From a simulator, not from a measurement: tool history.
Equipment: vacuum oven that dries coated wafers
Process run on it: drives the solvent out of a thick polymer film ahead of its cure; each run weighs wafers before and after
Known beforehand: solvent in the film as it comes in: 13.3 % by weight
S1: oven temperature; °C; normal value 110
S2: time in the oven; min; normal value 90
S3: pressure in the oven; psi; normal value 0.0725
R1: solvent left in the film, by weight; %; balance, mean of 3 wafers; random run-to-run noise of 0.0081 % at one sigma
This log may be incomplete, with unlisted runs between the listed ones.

run 1 day=0.000 | S1=110 S2=90 S3=0.0725 | R1=1.991
run 2 day=3.933 | S1=110 S2=90 S3=0.0872 | R1=2.027
run 3 day=8.925 | S1=120 S2=90 S3=0.0725 | R1=0.755
run 4 day=11.317 | S1=120 S2=90 S3=0.0725 | R1=0.763
-- day=11.850 oven's thermocouples calibrated
run 5 day=14.508 | S1=120 S2=90 S3=0.0725 | R1=0.889
run 6 day=17.721 | S1=120 S2=46 S3=0.0725 | R1=2.757
run 7 day=22.746 | S1=120 S2=46 S3=0.0725 | R1=2.743
run 8 day=25.792 | S1=120 S2=46 S3=0.0725 | R1=2.737
run 9 day=29.246 | S1=110 S2=90 S3=0.0725 | R1=2.167
run 10 day=32.079 | S1=110 S2=90 S3=0.0725 | R1=2.145
run 11 day=35.446 | S1=116 S2=90 S3=0.0725 | R1=1.281
run 12 day=39.600 | S1=110 S2=90 S3=0.0725 | R1=2.138
-- day=43.296 vacuum gauge cleaned of residue and calibrated
run 13 day=43.804 | S1=110 S2=90 S3=0.0725 | R1=1.935
run 14 day=48.475 | S1=110 S2=90 S3=0.0725 | R1=1.941
run 15 day=53.521 | S1=113 S2=90 S3=0.0725 | R1=1.458
run 16 day=57.075 | S1=114 S2=90 S3=0.0725 | R1=1.328
-- day=60.283 oven's thermocouples calibrated
run 17 day=61.583 | S1=110 S2=90 S3=0.0725 | R1=2.095
run 18 day=63.979 | S1=110 S2=90 S3=0.0725 | R1=2.095
run 19 day=66.600 | S1=110 S2=90 S3=0.0725 | R1=2.080
run 20 day=69.738 | S1=110 S2=90 S3=0.0725 | R1=2.082
run 21 day=74.112 | S1=105 S2=111 S3=0.0483 | R1=2.176
run 22 day=76.829 | S1=105 S2=111 S3=0.0483 | R1=2.146
run 23 day=79.450 | S1=121 S2=74 S3=0.0589 | R1=1.040
run 24 day=84.425 | S1=120 S2=103 S3=0.0725 | R1=0.571
run 25 day=87.775 | S1=110 S2=147 S3=0.0725 | R1=0.828
run 26 day=91.054 | S1=110 S2=147 S3=0.0725 | R1=0.816
run 27 day=93.212 | S1=110 S2=97 S3=0.0586 | R1=1.742
run 28 day=97.333 | S1=117 S2=88 S3=0.0419 | R1=1.030
run 29 day=100.512 | S1=106 S2=56 S3=0.1812 | R1=4.666
run 30 day=104.500 | S1=106 S2=80 S3=0.1812 | R1=3.336
run 31 day=106.650 | S1=105 S2=60 S3=0.0371 | R1=4.286
-- day=109.058 oven's thermocouples calibrated
run 32 day=110.046 | S1=105 S2=60 S3=0.0371 | R1=4.472
run 33 day=112.721 | S1=105 S2=48 S3=0.1694 | R1=5.541
run 34 day=117.521 | S1=106 S2=90 S3=0.2331 | R1=3.158
run 35 day=122.600 | S1=101 S2=133 S3=0.2894 | R1=3.005

Below, some changes in R1 between adjacent runs. For each, the amount present without the hidden state too (settings, incoming material, random variation) and the amount remaining for the hidden state with gauge scatter not shared by both compared results:
What the log doesn't record here: true wafer temperature over the reading, C; true pressure over the reading, kPa; drift of the gauge itself on solvent_pct, %.
Run 5 -> 6: S2 90 -> 46. R1 +1.868 %: hidden state -0.008, all else +1.876.
Run 12 -> 13: vacuum gauge cleaned of residue and calibrated. R1 -0.203 %: hidden state -0.203, all else +0.000.
Run 16 -> 17: S1 114 -> 110, oven's thermocouples calibrated. R1 +0.767 %: hidden state +0.168, all else +0.599.
Run 28 -> 29: S1 117 -> 106, S2 88 -> 56, S3 0.0419 -> 0.1812. R1 +3.636 %: hidden state -0.089, all else +3.725.
Run 31 -> 32: oven's thermocouples calibrated. R1 +0.186 %: hidden state +0.160, all else +0.026.
Run 33 -> 34: S1 105 -> 106, S2 48 -> 90, S3 0.1694 -> 0.2331. R1 -2.383 %: hidden state +0.011, all else -2.394.
